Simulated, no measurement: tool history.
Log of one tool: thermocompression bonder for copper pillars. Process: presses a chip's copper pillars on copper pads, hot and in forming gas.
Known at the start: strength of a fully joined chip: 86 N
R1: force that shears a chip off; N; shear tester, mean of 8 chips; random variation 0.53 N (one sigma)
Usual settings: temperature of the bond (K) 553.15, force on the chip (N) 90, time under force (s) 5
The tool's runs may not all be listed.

run 1 hour=0.0 | temperature_of_the_bond_(K)=553.15 force_on_the_chip_(N)=90 time_under_force_(s)=5 | R1=48.9
run 2 hour=7.4 | temperature_of_the_bond_(K)=553.15 force_on_the_chip_(N)=90 time_under_force_(s)=6 | R1=52.1
run 3 hour=15.6 | temperature_of_the_bond_(K)=553.15 force_on_the_chip_(N)=80 time_under_force_(s)=5 | R1=43.3
run 4 hour=26.4 | temperature_of_the_bond_(K)=553.15 force_on_the_chip_(N)=80 time_under_force_(s)=5 | R1=43.3
-- hour=29.0 force cell calibrated
run 5 hour=39.0 | temperature_of_the_bond_(K)=553.15 force_on_the_chip_(N)=90 time_under_force_(s)=5 | R1=48.2
run 6 hour=47.3 | temperature_of_the_bond_(K)=553.15 force_on_the_chip_(N)=90 time_under_force_(s)=4 | R1=44.8
-- hour=51.0 force cell calibrated, once more
run 7 hour=57.2 | temperature_of_the_bond_(K)=553.15 force_on_the_chip_(N)=90 time_under_force_(s)=4 | R1=43.5
run 8 hour=64.6 | temperature_of_the_bond_(K)=553.15 force_on_the_chip_(N)=85 time_under_force_(s)=4 | R1=40.5
run 9 hour=72.8 | temperature_of_the_bond_(K)=553.15 force_on_the_chip_(N)=85 time_under_force_(s)=4 | R1=41.1
run 10 hour=83.8 | temperature_of_the_bond_(K)=545.15 force_on_the_chip_(N)=127 time_under_force_(s)=4 | R1=55.3

4 ways to go on from here, each from the tool as it stands after run 10. What would each give?
run A hour=96.7 | temperature_of_the_bond_(K)=561.15 force_on_the_chip_(N)=90 time_under_force_(s)=5 | R1=?
run B hour=96.7 | temperature_of_the_bond_(K)=567.15 force_on_the_chip_(N)=109 time_under_force_(s)=4 | R1=?
run C hour=96.7 | temperature_of_the_bond_(K)=545.15 force_on_the_chip_(N)=127 time_under_force_(s)=7 | R1=?
run D hour=96.7 | temperature_of_the_bond_(K)=535.15 force_on_the_chip_(N)=113 time_under_force_(s)=5 | R1=?

run=A R1=48.8
run=B R1=56.4
run=C R1=62.6
run=D R1=48.5
Without the tool's hidden state the same runs would have given:
run=A R1=49.4
run=B R1=57.5
run=C R1=64.0
run=D R1=48.8

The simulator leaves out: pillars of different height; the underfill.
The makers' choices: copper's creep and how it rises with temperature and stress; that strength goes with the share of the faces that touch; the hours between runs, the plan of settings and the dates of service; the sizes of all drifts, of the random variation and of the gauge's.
